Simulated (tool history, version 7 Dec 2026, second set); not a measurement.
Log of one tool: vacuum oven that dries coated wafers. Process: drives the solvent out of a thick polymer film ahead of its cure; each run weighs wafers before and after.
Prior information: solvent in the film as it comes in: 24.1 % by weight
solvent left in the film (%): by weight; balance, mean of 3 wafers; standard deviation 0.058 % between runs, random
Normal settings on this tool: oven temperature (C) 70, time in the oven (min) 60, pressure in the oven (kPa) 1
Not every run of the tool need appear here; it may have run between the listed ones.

run	day	oven temperature (C)	time in the oven (min)	pressure in the oven (kPa)	solvent left in the film (%)
1	0	70	60	1	5.22
2	0.708	70	60	1	5.09
3	1.488	70	60	1	5.12
4	2.162	70	60	1	5.23
5	3.1	70	60	1	5.2
6	3.75	70	47	1	6.72
7	4.733	60	60	1	8.95
# day 5.133: oven's thermocouples calibrated
8	5.65	60	60	1	9.16
9	6.354	59	60	1	9.34
10	7.246	70	60	1.16	5.19
11	8.075	70	67	1.16	4.5
12	9.038	70	67	1.16	4.54
13	10.212	70	67	1.16	4.57
14	11.492	56	60	1	10.64
15	12.617	70	60	3.14	6.85
16	13.25	70	60	3.14	6.63
17	13.967	70	60	3.14	6.91
# day 14.267: oven's thermocouples calibrated, once more
18	15.575	70	60	3.14	7.49
19	16.771	70	60	3.14	7.39
20	17.408	70	101	3.14	4.92
21	18.875	70	101	3.14	4.99
22	19.517	70	60	1	5.52
23	20.808	70	60	1	5.49
24	21.917	70	60	0.93	5.51
25	22.979	56	60	1	11.16
26	23.629	56	86	1.28	9.24
27	25.012	56	107	1.28	7.89
28	25.892	56	107	1.28	7.76
29	26.667	74	86	3.26	4.42
30	27.367	71	88	0.82	2.87
31	28.375	71	88	0.82	2.85
32	29.283	81	88	1.38	1.39
33	30.55	81	61	0.97	2.19
34	31.296	85	61	0.97	1.47
35	32.454	85	61	0.97	1.44
36	34	61	58	1	9.3
37	34.692	61	58	1	9.32
38	35.854	70	60	0.81	5.31
39	37.225	67	81	0.81	4.45
40	38.567	56	31	0.71	14.62
41	39.733	76	40	2.91	6.91
42	40.938	76	89	2.26	2.92
43	42.021	76	89	2.26	2.95
44	43.342	78	43	3.75	6.31
45	44.267	78	43	3.75	6.3
46	45.279	78	43	3.75	6.25

Table of differences, measured result less the result of that run with no hidden state. Run-to-run variation is the same in both. Gauge scatter possibly is not:
Hidden state at play: true wafer temperature over the reading, C; true pressure over the reading, kPa; drift of the gauge itself on solvent_pct, %.
run	solvent left in the film (%)
1	-0.08
2	-0.08
3	-0.09
4	-0.1
5	-0.11
6	-0.15
7	-0.12
8	-0.21
9	-0.22
10	-0.21
11	-0.19
12	-0.2
13	-0.21
14	-0.24
15	-0.31
16	-0.31
17	-0.32
18	+0.31
19	+0.29
20	+0.29
21	+0.29
22	+0.25
23	+0.24
24	+0.24
25	+0.3
26	+0.35
27	+0.37
28	+0.36
29	+0.2
30	+0.21
31	+0.21
32	+0.16
33	+0.13
34	+0.12
35	+0.11
36	+0.17
37	+0.16
38	+0.12
39	+0.16
40	+0.12
41	+0.01
42	+0.14
43	+0.13
44	-0.02
45	-0.02
46	-0.04
